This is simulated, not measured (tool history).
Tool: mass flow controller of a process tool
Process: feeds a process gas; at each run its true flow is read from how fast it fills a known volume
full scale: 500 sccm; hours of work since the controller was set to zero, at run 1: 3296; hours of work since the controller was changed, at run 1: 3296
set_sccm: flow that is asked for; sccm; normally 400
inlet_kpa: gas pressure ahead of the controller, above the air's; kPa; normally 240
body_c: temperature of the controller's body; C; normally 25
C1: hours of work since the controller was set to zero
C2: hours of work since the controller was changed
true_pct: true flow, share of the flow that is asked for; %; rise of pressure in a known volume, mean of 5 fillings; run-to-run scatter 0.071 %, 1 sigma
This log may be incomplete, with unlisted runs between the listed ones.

{"run": 1, "hour": 0.0, "set_sccm": 400, "inlet_kpa": 240, "body_c": 25, "C1": 3296, "C2": 3296, "true_pct": 97.3}
{"run": 2, "hour": 290.6, "set_sccm": 400, "inlet_kpa": 240, "body_c": 39, "C1": 3402, "C2": 3402, "true_pct": 95.81}
{"run": 3, "hour": 569.9, "set_sccm": 400, "inlet_kpa": 223, "body_c": 25, "C1": 3503, "C2": 3503, "true_pct": 97.13}
{"run": 4, "hour": 956.2, "set_sccm": 400, "inlet_kpa": 223, "body_c": 25, "C1": 3644, "C2": 3644, "true_pct": 97.08}
{"run": 5, "hour": 1244.1, "set_sccm": 400, "inlet_kpa": 240, "body_c": 25, "C1": 3748, "C2": 3748, "true_pct": 97.02}
{"run": 6, "hour": 1769.6, "set_sccm": 400, "inlet_kpa": 240, "body_c": 25, "C1": 3939, "C2": 3939, "true_pct": 96.91}
{"run": 7, "hour": 2111.8, "set_sccm": 400, "inlet_kpa": 240, "body_c": 25, "C1": 4064, "C2": 4064, "true_pct": 96.82}
{"run": 8, "hour": 2412.8, "set_sccm": 400, "inlet_kpa": 240, "body_c": 25, "C1": 4173, "C2": 4173, "true_pct": 96.74}
{"run": 9, "hour": 2746.7, "set_sccm": 400, "inlet_kpa": 240, "body_c": 25, "C1": 4295, "C2": 4295, "true_pct": 96.57}
{"run": 10, "hour": 3155.6, "set_sccm": 400, "inlet_kpa": 240, "body_c": 25, "C1": 4443, "C2": 4443, "true_pct": 96.5}
{"run": 11, "hour": 3411.6, "set_sccm": 400, "inlet_kpa": 279, "body_c": 25, "C1": 4536, "C2": 4536, "true_pct": 96.52}
{"run": 12, "hour": 3792.9, "set_sccm": 400, "inlet_kpa": 279, "body_c": 25, "C1": 4675, "C2": 4675, "true_pct": 96.24}
{"run": 13, "hour": 4191.1, "set_sccm": 194, "inlet_kpa": 240, "body_c": 25, "C1": 4820, "C2": 4820, "true_pct": 94.76}
{"run": 14, "hour": 4551.8, "set_sccm": 194, "inlet_kpa": 240, "body_c": 25, "C1": 4951, "C2": 4951, "true_pct": 94.54}
{"run": 15, "hour": 5010.5, "set_sccm": 400, "inlet_kpa": 240, "body_c": 26, "C1": 5118, "C2": 5118, "true_pct": 95.9}
{"run": 16, "hour": 5403.9, "set_sccm": 400, "inlet_kpa": 240, "body_c": 26, "C1": 5261, "C2": 5261, "true_pct": 95.9}
{"run": 17, "hour": 5648.1, "set_sccm": 400, "inlet_kpa": 240, "body_c": 26, "C1": 5350, "C2": 5350, "true_pct": 96.02}
{"run": 18, "hour": 6098.2, "set_sccm": 400, "inlet_kpa": 240, "body_c": 26, "C1": 5513, "C2": 5513, "true_pct": 95.84}
{"run": 19, "hour": 6529.0, "set_sccm": 400, "inlet_kpa": 233, "body_c": 25, "C1": 5670, "C2": 5670, "true_pct": 95.73}
{"hour": 6655.8, "done": "controller exchanged for a calibrated one"}
{"run": 20, "hour": 7060.5, "set_sccm": 400, "inlet_kpa": 233, "body_c": 25, "C1": 147, "C2": 147, "true_pct": 99.41}
{"run": 21, "hour": 7395.8, "set_sccm": 400, "inlet_kpa": 240, "body_c": 35, "C1": 269, "C2": 269, "true_pct": 98.43}
{"run": 22, "hour": 7645.7, "set_sccm": 400, "inlet_kpa": 240, "body_c": 25, "C1": 360, "C2": 360, "true_pct": 99.34}
{"run": 23, "hour": 7888.9, "set_sccm": 353, "inlet_kpa": 240, "body_c": 25, "C1": 448, "C2": 448, "true_pct": 99.06}
{"run": 24, "hour": 8337.0, "set_sccm": 87, "inlet_kpa": 240, "body_c": 25, "C1": 611, "C2": 611, "true_pct": 97.35}
{"run": 25, "hour": 8691.6, "set_sccm": 400, "inlet_kpa": 240, "body_c": 33, "C1": 740, "C2": 740, "true_pct": 98.29}
{"run": 26, "hour": 9084.4, "set_sccm": 82, "inlet_kpa": 244, "body_c": 32, "C1": 883, "C2": 883, "true_pct": 96.51}

Predict the results of run 27:
{"run": 27, "hour": 9330.0, "set_sccm": 400, "inlet_kpa": 205, "body_c": 21, "C1": 972, "C2": 972, "true_pct": "?"}

{"run 27": {"true_pct": 99.38}}
Minus the tool's unlogged condition, the same run would have read true_pct 100.10 %.
